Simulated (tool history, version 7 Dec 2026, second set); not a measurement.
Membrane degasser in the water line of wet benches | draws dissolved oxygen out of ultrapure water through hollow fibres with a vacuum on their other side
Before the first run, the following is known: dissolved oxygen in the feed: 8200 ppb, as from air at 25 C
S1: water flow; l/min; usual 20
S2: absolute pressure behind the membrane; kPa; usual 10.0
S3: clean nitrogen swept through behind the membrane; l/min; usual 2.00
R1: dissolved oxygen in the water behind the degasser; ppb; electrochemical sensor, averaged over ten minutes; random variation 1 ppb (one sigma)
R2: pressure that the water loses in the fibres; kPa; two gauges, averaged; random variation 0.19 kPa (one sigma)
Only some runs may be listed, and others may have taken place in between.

| run | hour | S1 | S2 | S3 | R1 | R2 |
|---|---|---|---|---|---|---|
| 1 | 0.0 | 20 | 10.0 | 2.00 | 177.3 | 37.01 |
| 2 | 73.3 | 20 | 10.0 | 2.00 | 178.8 | 37.32 |
| 3 | 119.5 | 26 | 10.0 | 2.00 | 234.5 | 47.89 |
| 4 | 151.7 | 26 | 10.0 | 2.00 | 236.7 | 48.31 |
|  | 178.5 | seals of the vacuum lines changed |
| 5 | 202.1 | 16 | 10.0 | 2.00 | 140.3 | 29.73 |
| 6 | 263.1 | 16 | 11.4 | 2.00 | 165.7 | 30.11 |
| 7 | 336.6 | 14 | 10.0 | 2.00 | 122.8 | 26.07 |
|  | 343.3 | vacuum gauge calibrated |
| 8 | 408.8 | 14 | 10.0 | 2.00 | 125.0 | 26.04 |
| 9 | 473.0 | 14 | 10.0 | 2.00 | 125.9 | 26.25 |
| 10 | 508.0 | 14 | 10.0 | 2.00 | 126.6 | 26.10 |
| 11 | 580.8 | 19 | 8.4 | 0.85 | 286.4 | 35.89 |
| 12 | 614.2 | 20 | 17.0 | 2.00 | 332.7 | 37.70 |
| 13 | 649.7 | 20 | 17.0 | 2.00 | 339.2 | 37.30 |
| 14 | 710.9 | 12 | 6.6 | 4.21 | 29.5 | 22.06 |
|  | 734.5 | vacuum gauge calibrated, once more |
| 15 | 777.1 | 23 | 7.1 | 4.21 | 67.9 | 42.96 |
| 16 | 811.8 | 23 | 15.2 | 1.61 | 396.1 | 43.27 |
| 17 | 854.2 | 25 | 7.5 | 3.79 | 89.5 | 46.64 |

Forecast each of these 4 alternatives for the next run:
| A | 920.8 | 20 | 8.6 | 2.00 | ? | ? |
| B | 920.8 | 20 | 10.0 | 1.74 | ? | ? |
| C | 920.8 | 25 | 7.5 | 5.32 | ? | ? |
| D | 920.8 | 20 | 10.0 | 2.59 | ? | ? |

| run | R1 | R2 |
|---|---|---|
| A | 136.8 | 37.51 |
| B | 190.4 | 37.13 |
| C | 71.1 | 46.73 |
| D | 136.2 | 37.50 |
With the hidden condition removed and each run's random variation left untouched, the same runs would have given:
| run | R1 | R2 |
|---|---|---|
| A | 135.5 | 36.83 |
| B | 189.1 | 36.46 |
| C | 68.8 | 45.89 |
| D | 134.8 | 36.83 |
